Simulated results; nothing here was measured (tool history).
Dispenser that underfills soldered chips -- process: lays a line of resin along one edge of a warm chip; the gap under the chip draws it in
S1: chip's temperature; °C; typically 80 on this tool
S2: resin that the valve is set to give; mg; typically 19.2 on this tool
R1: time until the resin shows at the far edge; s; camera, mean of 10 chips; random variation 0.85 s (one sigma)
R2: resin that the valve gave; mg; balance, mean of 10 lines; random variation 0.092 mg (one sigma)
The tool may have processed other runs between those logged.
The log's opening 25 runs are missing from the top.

run	hour	S1	S2	R1	R2
26	149.8	82	23.9	97.7	22.28
# hour 151.8: new syringe of resin
# hour 157.4: dispensing valve cleaned and set on the balance
27	158.3	80	19.2	95.5	19.22
# hour 162.1: new syringe of resin
28	163.2	80	19.2	76.7	19.17
29	166.6	80	19.2	93.1	19.15
# hour 171.2: new syringe of resin
30	171.5	83	18.7	67.8	18.55
31	176.1	76	21.5	112.6	21.41
# hour 180.5: new syringe of resin
32	180.8	75	16.7	91.1	16.51
33	187.5	93	19.8	66.9	19.64
# hour 189.8: new syringe of resin
34	194.9	93	19.8	58.1	19.69
# hour 198.8: new syringe of resin
35	201.5	93	19.8	51.3	19.44

Each row is a separate what-if for the run after 35, all from the same tool condition, not one after another. Results?
A	205.0	92	19.2	?	?
B	205.0	83	24.5	?	?
C	205.0	76	18.6	?	?
D	205.0	90	24.6	?	?
E	205.0	93	22.4	?	?

run	R1	R2
A	65.1	19.14
B	88.7	24.19
C	119.9	18.41
D	68.4	24.06
E	61.2	22.20
What these runs would have given with no unlogged condition in the tool:
run	R1	R2
A	50.4	19.41
B	69.0	24.53
C	93.5	18.67
D	53.0	24.40
E	47.4	22.51
